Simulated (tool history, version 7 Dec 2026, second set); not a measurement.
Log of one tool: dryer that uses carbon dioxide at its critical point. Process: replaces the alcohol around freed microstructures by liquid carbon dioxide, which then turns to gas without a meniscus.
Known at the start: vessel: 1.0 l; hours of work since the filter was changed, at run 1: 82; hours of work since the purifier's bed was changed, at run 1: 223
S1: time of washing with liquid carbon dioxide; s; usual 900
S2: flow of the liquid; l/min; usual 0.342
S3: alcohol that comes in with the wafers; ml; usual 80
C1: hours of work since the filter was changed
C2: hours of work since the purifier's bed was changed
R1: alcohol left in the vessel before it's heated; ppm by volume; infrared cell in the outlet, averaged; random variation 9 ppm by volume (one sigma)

run	hour	S1	S2	S3	C1	C2	R1
1	0.0	900	0.342	80	82	223	590
2	12.0	900	0.342	80	89	230	587
3	29.7	900	0.342	80	100	241	619
4	44.9	900	0.342	80	109	251	631
5	56.1	900	0.332	80	116	258	734
6	70.3	900	0.332	80	125	266	754
7	81.5	900	0.342	80	132	273	668
8	89.6	900	0.342	80	137	278	670
9	99.7	900	0.342	80	143	285	684
10	112.9	900	0.342	80	152	293	691
11	131.7	900	0.342	80	163	304	687
12	147.0	900	0.342	80	173	314	726
13	162.1	900	0.342	80	182	323	731
14	176.0	900	0.342	80	191	332	728
15	188.7	900	0.342	80	198	340	759
16	198.8	900	0.342	80	205	346	766
17	209.7	900	0.342	80	211	353	780
18	227.3	900	0.342	80	222	363	791
19	239.0	600	0.508	99	230	371	1118
20	251.7	1380	0.286	54	237	379	155
21	263.4	600	0.536	80	245	386	721
22	271.6	1200	0.457	95	250	391	49
23	281.6	720	0.282	80	256	397	3847
24	298.8	1320	0.322	80	267	408	166
25	307.5	1320	0.231	44	272	413	487
26	317.2	1320	0.231	44	278	419	492
27	332.3	1320	0.231	44	287	428	492
28	342.2	600	0.231	44	293	435	5747
29	351.0	1440	0.252	67	299	440	333
30	364.4	1080	0.342	80	307	448	411
31	373.8	1080	0.342	80	313	454	409
32	381.4	1080	0.342	80	318	459	413
33	394.4	1080	0.342	80	326	467	418
34	409.1	1080	0.342	80	335	476	431
35	426.7	1080	0.342	80	346	487	446
36	444.9	540	0.363	34	357	498	2170

Hidden state or all else? Some run-to-run changes of R1, split into what the settings, what came in and random variation would give without the hidden state, and what is left for the hidden state (with any gauge scatter that isn't in both results):
The hidden state here: flow that reaches the vessel past the clogged filter, %; alcohol in the recycled carbon dioxide, ppm; drift of the gauge itself on alcohol_ppm, %.
Run 22 -> 23: S1 1200 -> 720, S2 0.457 -> 0.282, S3 95 -> 80. R1 +3798 ppm by volume: hidden state +1111, all else +2687.
Run 27 -> 28: S1 1320 -> 600. R1 +5255 ppm by volume: hidden state +1167, all else +4088.
Run 28 -> 29: S1 600 -> 1440, S2 0.231 -> 0.252, S3 44 -> 67. R1 -5414 ppm by volume: hidden state -1214, all else -4200.

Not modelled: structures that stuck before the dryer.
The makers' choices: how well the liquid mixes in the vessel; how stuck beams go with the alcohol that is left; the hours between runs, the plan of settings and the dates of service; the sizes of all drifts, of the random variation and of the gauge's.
